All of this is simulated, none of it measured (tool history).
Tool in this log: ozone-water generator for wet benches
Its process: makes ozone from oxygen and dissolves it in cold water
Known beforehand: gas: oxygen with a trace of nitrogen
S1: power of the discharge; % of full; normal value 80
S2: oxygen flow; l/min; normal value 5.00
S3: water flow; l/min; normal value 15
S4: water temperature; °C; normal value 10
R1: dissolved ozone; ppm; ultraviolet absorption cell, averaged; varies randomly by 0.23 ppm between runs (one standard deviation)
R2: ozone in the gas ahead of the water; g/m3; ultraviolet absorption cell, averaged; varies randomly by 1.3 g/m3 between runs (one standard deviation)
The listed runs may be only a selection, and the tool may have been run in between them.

run	hour	S1	S2	S3	S4	R1	R2
1	0.0	80	5.00	15	10	35.1	232.0
# hour 30.2: contactor cleaned
2	149.3	80	5.00	15	10	34.6	228.1
3	333.4	80	5.00	15	10	34.2	229.4
4	468.8	80	5.00	15	10	34.3	231.4
5	593.6	80	5.00	15	10	34.4	230.1
6	686.6	80	8.13	15	10	38.0	197.2
# hour 790.1: water thermometer calibrated
7	847.2	80	8.13	15	7	39.8	200.0
8	998.7	80	8.13	15	7	39.6	198.1
9	1147.2	80	5.00	15	10	34.4	232.3
10	1364.9	80	5.00	15	10	34.5	234.6
11	1526.6	80	3.04	15	10	30.0	272.6
12	1722.0	80	3.04	15	10	30.0	273.1
13	1814.5	80	3.04	15	10	29.8	273.4
14	1977.5	80	3.04	15	10	29.9	274.2
15	2204.8	80	3.04	15	10	29.6	274.5
16	2331.2	80	7.98	15	11	37.0	203.1
17	2520.1	80	7.98	15	11	36.7	200.4
18	2639.1	92	8.80	15	10	43.2	222.9
19	2758.5	41	5.00	15	10	18.5	127.3
20	2965.5	41	5.00	15	10	18.8	127.3

For run 21, what comes out?
21	3167.5	41	5.00	15	10	?	?

R1: 18.7 ppm
R2: 126.8 g/m3
On a tool with no hidden condition, and with the same random variation, this run would have come out at R1 18.7 ppm, R2 123.6 g/m3.

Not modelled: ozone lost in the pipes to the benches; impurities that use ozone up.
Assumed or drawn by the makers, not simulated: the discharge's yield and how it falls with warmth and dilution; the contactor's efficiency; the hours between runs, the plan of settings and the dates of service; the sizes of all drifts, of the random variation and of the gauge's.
